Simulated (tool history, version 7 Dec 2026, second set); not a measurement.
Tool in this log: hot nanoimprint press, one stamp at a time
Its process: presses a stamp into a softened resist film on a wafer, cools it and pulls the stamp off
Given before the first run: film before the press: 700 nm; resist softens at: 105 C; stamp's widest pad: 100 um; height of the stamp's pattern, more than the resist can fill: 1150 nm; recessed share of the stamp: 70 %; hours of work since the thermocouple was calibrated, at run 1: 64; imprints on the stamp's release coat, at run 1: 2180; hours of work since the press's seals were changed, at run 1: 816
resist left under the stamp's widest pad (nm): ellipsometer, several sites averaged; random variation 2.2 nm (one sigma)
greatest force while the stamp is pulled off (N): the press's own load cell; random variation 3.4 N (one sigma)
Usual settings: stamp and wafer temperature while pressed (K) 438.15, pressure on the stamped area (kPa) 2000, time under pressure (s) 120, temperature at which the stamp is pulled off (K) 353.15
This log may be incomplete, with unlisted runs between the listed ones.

run,hour,stamp and wafer temperature while pressed (K),pressure on the stamped area (kPa),time under pressure (s),temperature at which the stamp is pulled off (K),hours of work since the thermocouple was calibrated,imprints on the stamp's release coat,hours of work since the press's seals were changed,resist left under the stamp's widest pad (nm),greatest force while the stamp is pulled off (N)
1,0,438.15,2000,120,353.15,64,2180,816,352.6,176
# hour 15.3: stamp cleaned and given a new release coat
2,33.6,438.15,2000,120,353.15,81,63,833,350.5,179
3,69.8,438.15,2000,120,353.15,103,186,856,354.6,169
4,117.2,438.15,2000,120,353.15,133,348,885,349.1,180
5,142.7,438.15,2000,120,353.15,149,435,901,353.3,175
6,193,438.15,2000,120,353.15,180,607,932,351.3,181
7,223.8,438.15,2280,120,353.15,199,712,952,330.6,176
8,277.9,438.15,2280,120,353.15,233,897,985,333.9,176
9,332.7,438.15,2280,120,340.15,267,1084,1019,330.1,243
10,387.1,438.15,2000,120,353.15,301,1270,1053,351.1,177
# hour 420.9: plate thermocouple calibrated
11,421.5,448.15,3100,73,341.15,0,1377,1073,194.1,246
12,474.5,448.15,3100,73,341.15,33,1558,1106,196.1,235
13,531.6,448.15,1490,73,356.15,69,1753,1141,280,167
14,567.9,429.15,2010,73,356.15,91,1877,1164,591.1,159
15,617,446.15,2150,120,353.15,122,2045,1194,212.3,167

Expected results for the next run?
16,661.3,445.15,1770,189,342.15,150,2196,1222,?,?

{"run 16": {"resist left under the stamp's widest pad (nm)": 206.9, "greatest force while the stamp is pulled off (N)": 243}}
Minus the tool's unlogged condition, the same run would have read resist left under the stamp's widest pad (nm) 206.7, greatest force while the stamp is pulled off (N) 242.
